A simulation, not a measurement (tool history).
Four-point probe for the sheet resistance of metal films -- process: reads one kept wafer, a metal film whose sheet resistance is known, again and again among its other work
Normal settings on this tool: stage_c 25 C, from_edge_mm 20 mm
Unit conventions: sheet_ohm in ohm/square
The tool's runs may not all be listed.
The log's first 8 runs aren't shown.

run,hour,stage_c,from_edge_mm,sheet_ohm
9,117.7,25,20,0.387254
10,134.9,30,20,0.387158
11,154.7,25,34,0.387181
12,167.6,25,34,0.387189
13,181.7,25,34,0.387312
14,196.3,25,71,0.387183
15,215.0,23,20,0.387327
16,227.3,25,20,0.387404
17,238.0,25,20,0.387328
18,254.5,25,59,0.387375
19,269.7,25,59,0.387083

Forecast run 20:
20,289.7,28,8,?

Run 20 gave sheet_ohm 0.387975 ohm/square.
If the tool had no hidden condition, the same run with the same run-to-run variation would have returned sheet_ohm 0.387939 ohm/square.

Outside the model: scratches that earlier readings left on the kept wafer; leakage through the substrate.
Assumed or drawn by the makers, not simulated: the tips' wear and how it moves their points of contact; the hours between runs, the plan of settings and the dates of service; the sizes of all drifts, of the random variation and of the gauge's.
